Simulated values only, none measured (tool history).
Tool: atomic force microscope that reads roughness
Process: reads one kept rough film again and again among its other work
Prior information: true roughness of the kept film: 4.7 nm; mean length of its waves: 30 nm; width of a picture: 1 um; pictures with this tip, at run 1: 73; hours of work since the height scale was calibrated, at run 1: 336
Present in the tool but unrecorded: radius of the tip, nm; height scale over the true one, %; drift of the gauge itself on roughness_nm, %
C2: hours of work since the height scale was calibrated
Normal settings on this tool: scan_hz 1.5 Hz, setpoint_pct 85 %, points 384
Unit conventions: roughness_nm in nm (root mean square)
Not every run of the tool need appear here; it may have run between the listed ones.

run 1 hour=0 | scan_hz=1.5 setpoint_pct=85 points=384 | pictures_with_this_tip=73 C2=336 | roughness_nm=3.221
run 2 hour=44.3 | scan_hz=1.5 setpoint_pct=85 points=384 | pictures_with_this_tip=109 C2=360 | roughness_nm=3.182
run 3 hour=74 | scan_hz=1.5 setpoint_pct=85 points=320 | pictures_with_this_tip=133 C2=376 | roughness_nm=3.216
run 4 hour=113.7 | scan_hz=1.5 setpoint_pct=85 points=373 | pictures_with_this_tip=165 C2=397 | roughness_nm=3.225
run 5 hour=148.9 | scan_hz=0.53 setpoint_pct=85 points=373 | pictures_with_this_tip=194 C2=416 | roughness_nm=3.587
run 6 hour=193.2 | scan_hz=1.5 setpoint_pct=85 points=384 | pictures_with_this_tip=230 C2=440 | roughness_nm=3.204
-- hour=205 new tip fitted
run 7 hour=244.4 | scan_hz=1.5 setpoint_pct=85 points=384 | pictures_with_this_tip=32 C2=467 | roughness_nm=3.226
run 8 hour=292.4 | scan_hz=1.5 setpoint_pct=85 points=384 | pictures_with_this_tip=70 C2=492 | roughness_nm=3.211
run 9 hour=317 | scan_hz=1.5 setpoint_pct=85 points=384 | pictures_with_this_tip=90 C2=506 | roughness_nm=3.205
run 10 hour=339.2 | scan_hz=1.5 setpoint_pct=85 points=384 | pictures_with_this_tip=108 C2=517 | roughness_nm=3.215
run 11 hour=391.7 | scan_hz=1.5 setpoint_pct=85 points=384 | pictures_with_this_tip=151 C2=546 | roughness_nm=3.2
run 12 hour=439.9 | scan_hz=1.5 setpoint_pct=85 points=384 | pictures_with_this_tip=190 C2=571 | roughness_nm=3.183
run 13 hour=461.5 | scan_hz=1.5 setpoint_pct=85 points=384 | pictures_with_this_tip=207 C2=583 | roughness_nm=3.225
run 14 hour=488.3 | scan_hz=1.5 setpoint_pct=85 points=384 | pictures_with_this_tip=229 C2=597 | roughness_nm=3.217
-- hour=500.8 new tip fitted
run 15 hour=512.6 | scan_hz=0.61 setpoint_pct=85 points=384 | pictures_with_this_tip=9 C2=610 | roughness_nm=3.578
run 16 hour=549.6 | scan_hz=0.61 setpoint_pct=85 points=384 | pictures_with_this_tip=39 C2=630 | roughness_nm=3.579
run 17 hour=597.5 | scan_hz=1.5 setpoint_pct=85 points=384 | pictures_with_this_tip=78 C2=655 | roughness_nm=3.189
run 18 hour=627.1 | scan_hz=1.5 setpoint_pct=85 points=384 | pictures_with_this_tip=102 C2=671 | roughness_nm=3.206
run 19 hour=678.9 | scan_hz=1.5 setpoint_pct=85 points=384 | pictures_with_this_tip=144 C2=699 | roughness_nm=3.231
run 20 hour=720.9 | scan_hz=1.5 setpoint_pct=85 points=384 | pictures_with_this_tip=178 C2=721 | roughness_nm=3.227
run 21 hour=769.5 | scan_hz=1.5 setpoint_pct=85 points=384 | pictures_with_this_tip=217 C2=747 | roughness_nm=3.198
-- hour=795.6 new tip fitted
run 22 hour=809.3 | scan_hz=1.5 setpoint_pct=85 points=384 | pictures_with_this_tip=11 C2=768 | roughness_nm=3.204
run 23 hour=834 | scan_hz=0.55 setpoint_pct=64 points=279 | pictures_with_this_tip=31 C2=782 | roughness_nm=3.757
run 24 hour=861.9 | scan_hz=3.75 setpoint_pct=80 points=384 | pictures_with_this_tip=53 C2=797 | roughness_nm=2.779
run 25 hour=891.1 | scan_hz=3.46 setpoint_pct=79 points=483 | pictures_with_this_tip=77 C2=812 | roughness_nm=2.892
run 26 hour=914.4 | scan_hz=3.91 setpoint_pct=72 points=384 | pictures_with_this_tip=96 C2=825 | roughness_nm=3.047
run 27 hour=951.8 | scan_hz=3.91 setpoint_pct=72 points=384 | pictures_with_this_tip=126 C2=845 | roughness_nm=3.02
run 28 hour=992 | scan_hz=3.91 setpoint_pct=58 points=384 | pictures_with_this_tip=158 C2=866 | roughness_nm=3.456
run 29 hour=1038.8 | scan_hz=1.14 setpoint_pct=85 points=403 | pictures_with_this_tip=196 C2=891 | roughness_nm=3.382
run 30 hour=1072.8 | scan_hz=1.14 setpoint_pct=85 points=403 | pictures_with_this_tip=224 C2=909 | roughness_nm=3.336
-- hour=1092.6 new tip fitted
run 31 hour=1099.2 | scan_hz=0.6 setpoint_pct=79 points=455 | pictures_with_this_tip=6 C2=923 | roughness_nm=3.651
run 32 hour=1139 | scan_hz=0.6 setpoint_pct=70 points=368 | pictures_with_this_tip=38 C2=945 | roughness_nm=3.695
run 33 hour=1162.2 | scan_hz=0.6 setpoint_pct=70 points=355 | pictures_with_this_tip=57 C2=957 | roughness_nm=3.716
run 34 hour=1213.2 | scan_hz=0.6 setpoint_pct=70 points=355 | pictures_with_this_tip=98 C2=984 | roughness_nm=3.729
run 35 hour=1255.9 | scan_hz=0.6 setpoint_pct=61 points=801 | pictures_with_this_tip=132 C2=1007 | roughness_nm=3.822
run 36 hour=1285.4 | scan_hz=0.6 setpoint_pct=61 points=743 | pictures_with_this_tip=156 C2=1023 | roughness_nm=3.779
run 37 hour=1326.3 | scan_hz=0.8 setpoint_pct=66 points=403 | pictures_with_this_tip=189 C2=1045 | roughness_nm=3.692
run 38 hour=1354.7 | scan_hz=2.56 setpoint_pct=69 points=365 | pictures_with_this_tip=212 C2=1060 | roughness_nm=3.37
-- hour=1387.8 new tip fitted
run 39 hour=1397.9 | scan_hz=2.56 setpoint_pct=69 points=365 | pictures_with_this_tip=8 C2=1083 | roughness_nm=3.356
run 40 hour=1440.5 | scan_hz=2.03 setpoint_pct=58 points=365 | pictures_with_this_tip=42 C2=1106 | roughness_nm=3.636
run 41 hour=1473.4 | scan_hz=2.99 setpoint_pct=58 points=712 | pictures_with_this_tip=69 C2=1123 | roughness_nm=3.606
run 42 hour=1524.5 | scan_hz=2.99 setpoint_pct=58 points=712 | pictures_with_this_tip=110 C2=1151 | roughness_nm=3.573

Each row is a separate what-if for the run after 42, all from the same tool condition, not one after another. Results?
run A hour=1571.2 | scan_hz=2.71 setpoint_pct=59 points=865 | pictures_with_this_tip=148 C2=1176 | roughness_nm=?
run B hour=1571.2 | scan_hz=2.99 setpoint_pct=79 points=626 | pictures_with_this_tip=148 C2=1176 | roughness_nm=?
run C hour=1571.2 | scan_hz=0.54 setpoint_pct=73 points=534 | pictures_with_this_tip=148 C2=1176 | roughness_nm=?
run D hour=1571.2 | scan_hz=2.99 setpoint_pct=77 points=382 | pictures_with_this_tip=148 C2=1176 | roughness_nm=?

run=A roughness_nm=3.577
run=B roughness_nm=2.981
run=C roughness_nm=3.724
run=D roughness_nm=3.053
Had the tool no hidden state, the same runs would have come out as:
run=A roughness_nm=3.586
run=B roughness_nm=2.989
run=C roughness_nm=3.733
run=D roughness_nm=3.06
